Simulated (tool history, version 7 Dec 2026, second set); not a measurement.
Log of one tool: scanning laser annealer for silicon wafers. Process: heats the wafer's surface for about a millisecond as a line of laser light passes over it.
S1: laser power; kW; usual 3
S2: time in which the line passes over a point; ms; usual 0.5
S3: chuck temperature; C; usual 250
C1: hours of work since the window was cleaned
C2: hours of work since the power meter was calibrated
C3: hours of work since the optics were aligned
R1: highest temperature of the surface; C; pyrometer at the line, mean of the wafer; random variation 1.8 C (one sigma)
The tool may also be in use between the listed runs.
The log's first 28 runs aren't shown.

run	day	S1	S2	S3	C1	C2	C3	R1
29	11.433	2.558	0.418	241	55	350	69	843
30	11.954	2.591	0.38	274	65	359	78	859
31	12.425	2.591	0.38	274	73	367	86	859
32	12.662	2.591	0.38	274	77	371	90	859
33	13.058	2.591	0.38	274	84	378	97	859
34	13.375	3	0.5	259	89	384	103	1060
35	13.746	3	0.5	259	96	390	109	1058
36	14.021	3	0.363	269	101	395	114	952
37	14.333	3.155	0.5	282	106	401	120	1129
38	14.654	3.095	0.393	257	112	406	125	996
39	15.1	3.095	0.393	257	120	414	133	995

Forecast each of these 5 alternatives for the next run:
A	15.621	3.077	0.496	214	129	423	142	?
B	15.621	3.04	0.5	250	129	423	142	?
C	15.621	3.095	0.426	257	129	423	142	?
D	15.621	2.833	0.371	220	129	423	142	?
E	15.621	3	0.442	250	129	423	142	?

run	R1
A	1034
B	1061
C	1020
D	862
E	1003
Without the tool's hidden state the same runs would have given:
run	R1
A	1038
B	1065
C	1024
D	865
E	1007
